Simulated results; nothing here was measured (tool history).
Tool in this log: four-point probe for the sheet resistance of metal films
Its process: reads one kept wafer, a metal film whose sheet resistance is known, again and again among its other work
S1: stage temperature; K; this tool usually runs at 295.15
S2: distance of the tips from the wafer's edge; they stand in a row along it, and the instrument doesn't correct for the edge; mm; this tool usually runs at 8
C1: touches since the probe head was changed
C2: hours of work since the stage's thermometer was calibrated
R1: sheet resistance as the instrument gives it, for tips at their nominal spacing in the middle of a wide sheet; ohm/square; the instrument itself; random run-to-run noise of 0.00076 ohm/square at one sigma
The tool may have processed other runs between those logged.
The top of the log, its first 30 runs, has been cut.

run 31 day=67.642 | S1=292.15 S2=25 | C1=63339 C2=355 | R1=3.768160
run 32 day=69.154 | S1=294.15 S2=16 | C1=64093 C2=371 | R1=3.767630
run 33 day=71.617 | S1=295.15 S2=5 | C1=65325 C2=399 | R1=3.785549
run 34 day=73.962 | S1=295.15 S2=71 | C1=66498 C2=425 | R1=3.765210
run 35 day=76.129 | S1=302.15 S2=8 | C1=67581 C2=450 | R1=3.772671
run 36 day=77.629 | S1=302.15 S2=8 | C1=68332 C2=466 | R1=3.771713
run 37 day=79.492 | S1=295.15 S2=46 | C1=69261 C2=487 | R1=3.764191
run 38 day=82.596 | S1=295.15 S2=46 | C1=70814 C2=522 | R1=3.764009
run 39 day=85.262 | S1=303.15 S2=7 | C1=72146 C2=552 | R1=3.773610

4 options for the next run, each taken on its own from the tool as it stands now. Forecast them:
run A day=86.788 | S1=294.15 S2=7 | C1=72909 C2=569 | R1=?
run B day=86.788 | S1=305.15 S2=17 | C1=72909 C2=569 | R1=?
run C day=86.788 | S1=295.15 S2=23 | C1=72909 C2=569 | R1=?
run D day=86.788 | S1=301.15 S2=28 | C1=72909 C2=569 | R1=?

run=A R1=3.772625
run=B R1=3.763226
run=C R1=3.765117
run=D R1=3.764049
Take away the tool's hidden state, keep each run's random variation, and the runs would have read:
run=A R1=3.803280
run=B R1=3.793944
run=C R1=3.795729
run=D R1=3.794727
